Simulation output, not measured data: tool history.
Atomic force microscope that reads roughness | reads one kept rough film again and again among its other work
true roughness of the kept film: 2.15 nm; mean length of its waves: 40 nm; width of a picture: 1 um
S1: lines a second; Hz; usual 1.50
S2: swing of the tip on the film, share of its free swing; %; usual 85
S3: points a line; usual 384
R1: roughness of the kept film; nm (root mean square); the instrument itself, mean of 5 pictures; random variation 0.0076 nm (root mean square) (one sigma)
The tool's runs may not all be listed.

Run 1, day 0.000: usual settings. Result: R1 1.812 nm (root mean square).
Run 2, day 0.829: usual settings. Result: R1 1.817 nm (root mean square).
Run 3, day 1.383: usual settings but S3 762. Result: R1 1.830 nm (root mean square).
Run 4, day 1.846: usual settings but S2 76 %. Result: R1 1.885 nm (root mean square).
Run 5, day 2.325: usual settings but S2 76 %. Result: R1 1.898 nm (root mean square).
Run 6, day 3.071: usual settings but S2 79 %. Result: R1 1.864 nm (root mean square).
At day 3.292: new tip fitted.
Run 7, day 3.675: usual settings but S2 79 %. Result: R1 1.862 nm (root mean square).
Run 8, day 4.454: usual settings but S2 69 %. Result: R1 1.944 nm (root mean square).
Run 9, day 5.367: usual settings but S2 69 %. Result: R1 1.932 nm (root mean square).
Run 10, day 6.217: usual settings but S2 69 %. Result: R1 1.947 nm (root mean square).
Run 11, day 6.804: usual settings but S2 69 %. Result: R1 1.934 nm (root mean square).
Run 12, day 7.633: usual settings but S2 69 %. Result: R1 1.948 nm (root mean square).
Run 13, day 8.625: usual settings but S2 58 %. Result: R1 2.011 nm (root mean square).
Run 14, day 9.483: usual settings but S2 58 %. Result: R1 2.005 nm (root mean square).
At day 10.125: new tip fitted.
Run 15, day 10.479: usual settings but S2 58 %. Result: R1 2.018 nm (root mean square).
Run 16, day 11.471: usual settings but S2 56 %. Result: R1 2.006 nm (root mean square).
Run 17, day 12.204: usual settings but S2 56 %. Result: R1 2.014 nm (root mean square).
Run 18, day 12.921: usual settings but S2 56 %. Result: R1 2.006 nm (root mean square).
Run 19, day 13.488: usual settings but S2 77 %. Result: R1 1.886 nm (root mean square).
Run 20, day 14.300: usual settings. Result: R1 1.808 nm (root mean square).
Run 21, day 14.933: usual settings. Result: R1 1.825 nm (root mean square).
Run 22, day 15.646: usual settings. Result: R1 1.808 nm (root mean square).
Run 23, day 16.183: usual settings but S3 603. Result: R1 1.807 nm (root mean square).
At day 16.954: new tip fitted.
Run 24, day 17.042: usual settings but S3 603. Result: R1 1.824 nm (root mean square).
Run 25, day 18.025: usual settings but S1 0.56 Hz, S2 66 %, S3 259. Result: R1 2.021 nm (root mean square).
Run 26, day 18.483: usual settings but S1 0.56 Hz, S2 72 %, S3 682. Result: R1 2.010 nm (root mean square).
Run 27, day 19.458: usual settings but S1 0.69 Hz, S3 577. Result: R1 1.945 nm (root mean square).
Run 28, day 20.162: usual settings but S1 0.69 Hz, S3 577. Result: R1 1.947 nm (root mean square).
Run 29, day 20.933: usual settings but S1 0.69 Hz, S2 59 %, S3 379. Result: R1 2.029 nm (root mean square).
Run 30, day 21.929: usual settings but S1 2.35 Hz, S2 60 %, S3 762. Result: R1 1.960 nm (root mean square).
Run 31, day 22.779: usual settings but S1 2.35 Hz, S2 60 %, S3 762. Result: R1 1.952 nm (root mean square).
Run 32, day 23.642: usual settings but S1 0.88 Hz, S2 62 %, S3 378. Result: R1 2.020 nm (root mean square).
At day 23.750: new tip fitted.
Run 33, day 24.325: usual settings but S1 0.88 Hz, S2 72 %, S3 378. Result: R1 1.990 nm (root mean square).
Run 34, day 24.929: usual settings but S1 2.45 Hz, S2 72 %, S3 529. Result: R1 1.850 nm (root mean square).
Run 35, day 25.367: usual settings but S1 3.31 Hz, S2 90 %, S3 357. Result: R1 1.482 nm (root mean square).
Run 36, day 25.821: usual settings but S1 1.91 Hz, S2 81 %. Result: R1 1.799 nm (root mean square).
Run 37, day 26.808: usual settings but S1 3.54 Hz, S2 88 %, S3 700. Result: R1 1.501 nm (root mean square).
Run 38, day 27.358: usual settings but S1 3.54 Hz, S2 88 %, S3 700. Result: R1 1.508 nm (root mean square).
Run 39, day 28.138: usual settings but S1 1.08 Hz, S2 88 %, S3 700. Result: R1 1.852 nm (root mean square).
Run 40, day 28.946: usual settings but S1 1.67 Hz, S2 88 %, S3 700. Result: R1 1.753 nm (root mean square).
Run 41, day 29.529: usual settings but S1 1.67 Hz, S2 88 %, S3 654. Result: R1 1.753 nm (root mean square).
Run 42, day 30.008: usual settings but S1 1.67 Hz, S2 88 %, S3 654. Result: R1 1.760 nm (root mean square).
Run 43, day 30.446: usual settings but S1 1.67 Hz, S2 88 %, S3 654. Result: R1 1.774 nm (root mean square).

Run 44 comes next. What will it give?
At day 30.517: new tip fitted.
Run 44, day 30.992: usual settings but S1 1.70 Hz, S2 69 %, S3 653. Result: R1 ?.

Run 44 gave R1 1.927 nm (root mean square).
Without the tool's hidden state the same run would have given R1 1.927 nm (root mean square).
